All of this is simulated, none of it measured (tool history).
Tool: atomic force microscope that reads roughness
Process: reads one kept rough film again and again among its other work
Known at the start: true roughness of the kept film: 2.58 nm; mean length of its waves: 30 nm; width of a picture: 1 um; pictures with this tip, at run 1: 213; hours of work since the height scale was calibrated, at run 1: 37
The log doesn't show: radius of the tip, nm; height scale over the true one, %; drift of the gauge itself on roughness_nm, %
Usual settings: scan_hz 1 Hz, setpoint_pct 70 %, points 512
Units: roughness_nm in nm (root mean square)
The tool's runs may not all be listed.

run,hour,scan_hz,setpoint_pct,points,pictures with this tip,hours of work since the height scale was calibrated,roughness_nm
1,0,1,70,512,213,37,2.079
2,8.8,1,70,512,221,40,2.067
3,17.7,1,70,512,229,44,2.078
4,24.9,3.67,70,512,235,47,1.88
# hour 30.6: new tip fitted
5,31,3.67,70,512,0,50,2.114
# hour 32.5: height scale calibrated on a step standard
6,36.9,1,70,752,4,2,2.343
7,45.9,3.7,67,658,12,6,2.156
8,54.6,3.7,56,658,20,10,2.268
9,62.9,3.7,56,658,28,13,2.283
# hour 67.3: height scale calibrated on a step standard, once more
10,70.8,1.09,64,283,34,1,2.29
11,77.2,1.29,86,332,39,4,2.124
12,81.1,1,61,877,43,6,2.309

Some steps in roughness_nm between neighbouring runs. How much of each would the tool show without its hidden state too (settings, what came in, random variation), and how much is left for the hidden state, with any gauge scatter that isn't in both results?
Run 4 -> 5: new tip fitted. roughness_nm +0.234 nm (root mean square): hidden state +0.255, all else -0.021.
